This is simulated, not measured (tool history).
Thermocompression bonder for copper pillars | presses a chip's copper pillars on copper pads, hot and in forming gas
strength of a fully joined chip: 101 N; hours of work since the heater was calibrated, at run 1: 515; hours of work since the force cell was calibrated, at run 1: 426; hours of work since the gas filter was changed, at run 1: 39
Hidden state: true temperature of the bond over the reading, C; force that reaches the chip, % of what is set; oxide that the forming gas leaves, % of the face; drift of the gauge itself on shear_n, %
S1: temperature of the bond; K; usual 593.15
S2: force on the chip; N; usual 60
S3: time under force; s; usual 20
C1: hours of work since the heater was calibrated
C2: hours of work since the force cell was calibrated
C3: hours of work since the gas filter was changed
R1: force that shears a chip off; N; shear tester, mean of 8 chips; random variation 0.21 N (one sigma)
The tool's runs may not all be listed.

Run 1, hour 0: usual settings; C1 515; C2 426; C3 39. Result: R1 56.4 N.
Run 2, hour 15.9: usual settings; C1 525; C2 436; C3 49. Result: R1 56 N.
Run 3, hour 41: usual settings but S3 11 s; C1 542; C2 453; C3 66. Result: R1 45.7 N.
Run 4, hour 57.8: usual settings; C1 553; C2 464; C3 77. Result: R1 55.1 N.
At hour 71.2: heater calibrated with a thermocouple chip.
Run 5, hour 84.4: usual settings; C1 9; C2 481; C3 94. Result: R1 49.9 N.
Run 6, hour 111.8: usual settings; C1 27; C2 499; C3 112. Result: R1 49.2 N.
Run 7, hour 124.7: usual settings; C1 36; C2 508; C3 121. Result: R1 49.2 N.
At hour 140.8: forming gas filter changed.
Run 8, hour 152.9: usual settings; C1 54; C2 526; C3 8. Result: R1 53.9 N.
Run 9, hour 178.8: usual settings but S3 12 s; C1 72; C2 543; C3 25. Result: R1 44.6 N.
Run 10, hour 197.8: usual settings but S1 570.15 K, S2 77 N, S3 32 s; C1 84; C2 556; C3 38. Result: R1 57.4 N.
Run 11, hour 215.4: usual settings but S1 570.15 K, S2 74 N, S3 58 s; C1 96; C2 568; C3 50. Result: R1 66.2 N.
At hour 218.5: force cell calibrated.
Run 12, hour 239.5: usual settings but S1 570.15 K, S2 74 N, S3 58 s; C1 111; C2 14; C3 65. Result: R1 66.5 N.
Run 13, hour 258.6: usual settings but S1 570.15 K, S2 74 N, S3 58 s; C1 124; C2 27; C3 78. Result: R1 66 N.
Run 14, hour 271: usual settings but S1 568.15 K, S3 34 s; C1 132; C2 35; C3 86. Result: R1 48.9 N.
Run 15, hour 285.8: usual settings but S1 597.15 K, S2 54 N, S3 28 s; C1 142; C2 45; C3 96. Result: R1 56.2 N.
Run 16, hour 302.9: usual settings but S1 592.15 K, S2 79 N, S3 25 s; C1 154; C2 56; C3 107. Result: R1 62.6 N.
Run 17, hour 322.4: usual settings but S1 592.15 K, S2 79 N, S3 25 s; C1 167; C2 69; C3 120. Result: R1 62.3 N.

The same runs without the tool's hidden state, with the same run-to-run variation:
run    R1
  1  53.1
  2    53
  3  43.2
  4  52.9
  5  53.2
  6  52.9
  7  53.2
  8  53.5
  9  44.6
 10  57.9
 11  67.3
 12    68
 13  67.9
 14  50.2
 15  58.2
 16  65.4
 17  65.5
